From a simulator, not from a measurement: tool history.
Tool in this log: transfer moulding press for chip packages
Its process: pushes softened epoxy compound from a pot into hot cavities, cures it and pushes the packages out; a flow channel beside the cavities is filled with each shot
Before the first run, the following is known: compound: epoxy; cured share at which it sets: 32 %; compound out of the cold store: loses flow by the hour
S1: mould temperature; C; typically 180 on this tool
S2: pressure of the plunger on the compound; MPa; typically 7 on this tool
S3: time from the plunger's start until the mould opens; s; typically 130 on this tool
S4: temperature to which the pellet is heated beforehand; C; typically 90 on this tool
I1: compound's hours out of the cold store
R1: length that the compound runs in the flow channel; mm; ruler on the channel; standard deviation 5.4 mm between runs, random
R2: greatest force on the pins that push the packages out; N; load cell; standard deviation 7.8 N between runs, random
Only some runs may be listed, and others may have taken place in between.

Run 1, hour 0: usual settings; I1 17.3. Result: R1 592 mm, R2 446 N.
At hour 23.2: cavities cleaned with cleaning compound and waxed.
Run 2, hour 61.3: usual settings but S3 161 s; I1 16. Result: R1 588 mm, R2 356 N.
Run 3, hour 115.3: usual settings but S3 161 s; I1 34.1. Result: R1 531 mm, R2 396 N.
At hour 133.2: cavities cleaned with cleaning compound and waxed.
Run 4, hour 154.7: usual settings; I1 9.3. Result: R1 599 mm, R2 396 N.
At hour 240.1: cavities cleaned with cleaning compound and waxed.
Run 5, hour 240.1: usual settings; I1 22.6. Result: R1 559 mm, R2 360 N.
Run 6, hour 311.1: usual settings; I1 9. Result: R1 579 mm, R2 443 N.
At hour 347: cavities cleaned with cleaning compound and waxed.
Run 7, hour 386.4: usual settings; I1 21. Result: R1 546 mm, R2 399 N.
At hour 456.5: cavities cleaned with cleaning compound and waxed.
Run 8, hour 472.1: usual settings; I1 15.3. Result: R1 548 mm, R2 363 N.
Run 9, hour 546.1: usual settings but S4 85 C; I1 8.2. Result: R1 574 mm, R2 453 N.
At hour 552.5: plunger's sealing rings changed.
At hour 564.5: cavities cleaned with cleaning compound and waxed.
Run 10, hour 610.3: usual settings but S4 85 C; I1 20.5. Result: R1 580 mm, R2 405 N.
At hour 670.1: cavities cleaned with cleaning compound and waxed.
Run 11, hour 689.4: usual settings but S4 85 C; I1 32.7. Result: R1 533 mm, R2 366 N.
Run 12, hour 749.9: usual settings but S4 85 C; I1 16.8. Result: R1 583 mm, R2 450 N.
At hour 780.8: cavities cleaned with cleaning compound and waxed.
Run 13, hour 836: usual settings but S4 85 C; I1 20.6. Result: R1 558 mm, R2 425 N.
Run 14, hour 871.7: usual settings but S4 85 C; I1 22.8. Result: R1 561 mm, R2 433 N.
At hour 888.6: cavities cleaned with cleaning compound and waxed.
Run 15, hour 910.6: usual settings but S1 177 C, S4 85 C; I1 21.9. Result: R1 559 mm, R2 444 N.
Run 16, hour 969: usual settings but S1 177 C, S4 85 C; I1 24.1. Result: R1 540 mm, R2 493 N.
At hour 997.6: cavities cleaned with cleaning compound and waxed.
Run 17, hour 1041.6: usual settings but S3 110 s, S4 100 C; I1 22.8. Result: R1 534 mm, R2 501 N.
Run 18, hour 1092.6: usual settings but S1 186 C, S3 168 s; I1 22. Result: R1 526 mm, R2 383 N.
At hour 1107.1: cavities cleaned with cleaning compound and waxed.
At hour 1120.4: mould's thermocouples calibrated.
Run 19, hour 1148.9: usual settings but S1 186 C, S3 168 s; I1 19.2. Result: R1 519 mm, R2 345 N.
Run 20, hour 1190.3: usual settings but S1 176 C, S2 8.4 MPa, S3 155 s, S4 82 C; I1 36.5. Result: R1 545 mm, R2 443 N.
At hour 1199.9: plunger's sealing rings changed.
At hour 1217.6: cavities cleaned with cleaning compound and waxed.
Run 21, hour 1231.5: usual settings but S1 185 C, S2 6.3 MPa, S3 155 s, S4 100 C; I1 26.7. Result: R1 523 mm, R2 308 N.
Run 22, hour 1298.8: usual settings but S1 185 C, S2 6.3 MPa, S3 155 s, S4 100 C; I1 37.1. Result: R1 490 mm, R2 382 N.
At hour 1327.5: cavities cleaned with cleaning compound and waxed.
Run 23, hour 1366.3: usual settings but S1 181 C, S4 86 C; I1 36.4. Result: R1 521 mm, R2 391 N.
At hour 1432.9: cavities cleaned with cleaning compound and waxed.
Run 24, hour 1446: usual settings but S1 181 C, S4 86 C; I1 30.6. Result: R1 530 mm, R2 358 N.
Run 25, hour 1511.4: usual settings but S1 188 C, S2 5.84 MPa, S3 135 s, S4 92 C; I1 32.2. Result: R1 462 mm, R2 374 N.
At hour 1538.3: cavities cleaned with cleaning compound and waxed.
Run 26, hour 1575.9: usual settings but S2 8.48 MPa; I1 34.2. Result: R1 559 mm, R2 385 N.
At hour 1645: cavities cleaned with cleaning compound and waxed.
Run 27, hour 1646: usual settings but S2 7.93 MPa; I1 8.2. Result: R1 630 mm, R2 343 N.

3 ways to go on from here, each from the tool as it stands after run 27. What would each give?
Run A, hour 1687: usual settings but S1 174 C, S2 5.63 MPa, S4 84 C; I1 43.5. Result: R1 ?, R2 ?.
Run B, hour 1687: usual settings but S2 5.63 MPa; I1 18.5. Result: R1 ?, R2 ?.
Run C, hour 1687: usual settings but S1 186 C, S3 154 s; I1 44.7. Result: R1 ?, R2 ?.

run   R1   R2
  A  439  544
  B  494  415
  C  465  341
What these runs would have given with no unlogged condition in the tool:
run   R1   R2
  A  476  461
  B  535  351
  C  503  284
